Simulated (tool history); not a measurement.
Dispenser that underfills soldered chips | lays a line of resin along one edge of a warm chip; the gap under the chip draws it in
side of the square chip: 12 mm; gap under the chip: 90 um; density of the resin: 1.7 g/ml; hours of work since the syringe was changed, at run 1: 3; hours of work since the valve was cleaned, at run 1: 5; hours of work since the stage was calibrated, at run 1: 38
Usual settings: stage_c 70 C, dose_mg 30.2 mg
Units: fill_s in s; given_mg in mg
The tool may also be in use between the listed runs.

| run | hour | stage_c | dose_mg | hours of work since the syringe was changed | hours of work since the valve was cleaned | hours of work since the stage was calibrated | fill_s | given_mg |
|---|---|---|---|---|---|---|---|---|
| 1 | 0.0 | 70 | 30.2 | 3 | 5 | 38 | 55.1 | 30.15 |
| 2 | 7.5 | 70 | 30.2 | 7 | 9 | 43 | 84.5 | 30.08 |
|  | 10.2 | new syringe of resin |
| 3 | 15.9 | 70 | 34.4 | 4 | 15 | 48 | 58.2 | 34.20 |
| 4 | 23.7 | 70 | 34.4 | 8 | 19 | 53 | 88.1 | 34.14 |
|  | 24.7 | new syringe of resin |
| 5 | 31.1 | 70 | 34.4 | 4 | 24 | 57 | 61.4 | 34.06 |
| 6 | 36.3 | 80 | 30.2 | 7 | 27 | 61 | 56.7 | 29.82 |
|  | 38.9 | new syringe of resin |
| 7 | 42.2 | 70 | 30.2 | 2 | 31 | 64 | 51.7 | 29.77 |
| 8 | 48.8 | 70 | 30.2 | 6 | 35 | 68 | 74.6 | 29.87 |
|  | 53.1 | new syringe of resin |
| 9 | 54.9 | 70 | 30.2 | 1 | 38 | 72 | 49.1 | 29.83 |
| 10 | 63.0 | 76 | 33.2 | 6 | 44 | 77 | 59.1 | 32.74 |
|  | 67.6 | new syringe of resin |
|  | 70.6 | dispensing valve cleaned and set on the balance |
| 11 | 71.2 | 64 | 36.6 | 2 | 0 | 81 | 63.6 | 36.63 |
| 12 | 76.2 | 64 | 36.6 | 5 | 4 | 84 | 82.2 | 36.57 |
| 13 | 80.5 | 76 | 37.4 | 7 | 6 | 87 | 65.3 | 37.37 |
|  | 83.1 | new syringe of resin |
| 14 | 85.8 | 57 | 32.1 | 2 | 9 | 90 | 86.2 | 32.03 |

Forecast each of these 3 alternatives for the next run:
| A | 93.2 | 61 | 27.5 | 6 | 14 | 95 | ? | ? |
| B | 93.2 | 82 | 30.2 | 6 | 14 | 95 | ? | ? |
| C | 93.2 | 70 | 27.4 | 6 | 14 | 95 | ? | ? |

| run | fill_s | given_mg |
|---|---|---|
| A | 112.3 | 27.30 |
| B | 48.3 | 30.10 |
| C | 79.7 | 27.21 |
Without the tool's hidden state the same runs would have given:
| run | fill_s | given_mg |
|---|---|---|
| A | 64.6 | 27.42 |
| B | 27.7 | 30.23 |
| C | 45.7 | 27.32 |

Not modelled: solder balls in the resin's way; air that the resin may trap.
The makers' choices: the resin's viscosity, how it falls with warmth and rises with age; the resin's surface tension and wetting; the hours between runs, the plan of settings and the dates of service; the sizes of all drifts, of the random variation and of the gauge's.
